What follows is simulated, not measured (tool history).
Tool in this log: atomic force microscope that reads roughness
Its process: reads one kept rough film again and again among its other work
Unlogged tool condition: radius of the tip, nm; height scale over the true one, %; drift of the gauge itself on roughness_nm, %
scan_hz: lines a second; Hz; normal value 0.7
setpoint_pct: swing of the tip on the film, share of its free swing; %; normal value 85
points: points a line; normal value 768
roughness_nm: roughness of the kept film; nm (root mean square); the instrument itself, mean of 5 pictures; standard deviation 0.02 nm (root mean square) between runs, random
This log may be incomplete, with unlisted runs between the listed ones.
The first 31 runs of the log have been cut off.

run	hour	scan_hz	setpoint_pct	points	pictures with this tip	hours of work since the height scale was calibrated	roughness_nm
# hour 250.9: new tip fitted
32	251.6	2.41	67	460	2	242	4.776
33	259.4	0.875	85	767	20	247	4.691
34	264.7	0.7	59	768	32	251	4.82
35	272.7	3.063	70	574	50	257	4.487
36	278.2	3.063	70	574	63	260	4.437
37	284.3	1.069	85	425	77	265	4.445
38	294.6	1.069	85	425	101	272	4.333
39	300.6	0.529	66	768	115	276	4.444

Consider 3 possible next runs. They are alternatives, not a sequence: every one starts from the tool as it was left by run 39. What does each give?
A	311.6	0.876	72	558	141	284	?
B	311.6	1.905	70	412	141	284	?
C	311.6	2.194	68	768	141	284	?

run	roughness_nm
A	4.342
B	4.222
C	4.296
With the hidden condition removed and each run's random variation left untouched, the same runs would have given:
run	roughness_nm
A	4.944
B	4.809
C	4.892

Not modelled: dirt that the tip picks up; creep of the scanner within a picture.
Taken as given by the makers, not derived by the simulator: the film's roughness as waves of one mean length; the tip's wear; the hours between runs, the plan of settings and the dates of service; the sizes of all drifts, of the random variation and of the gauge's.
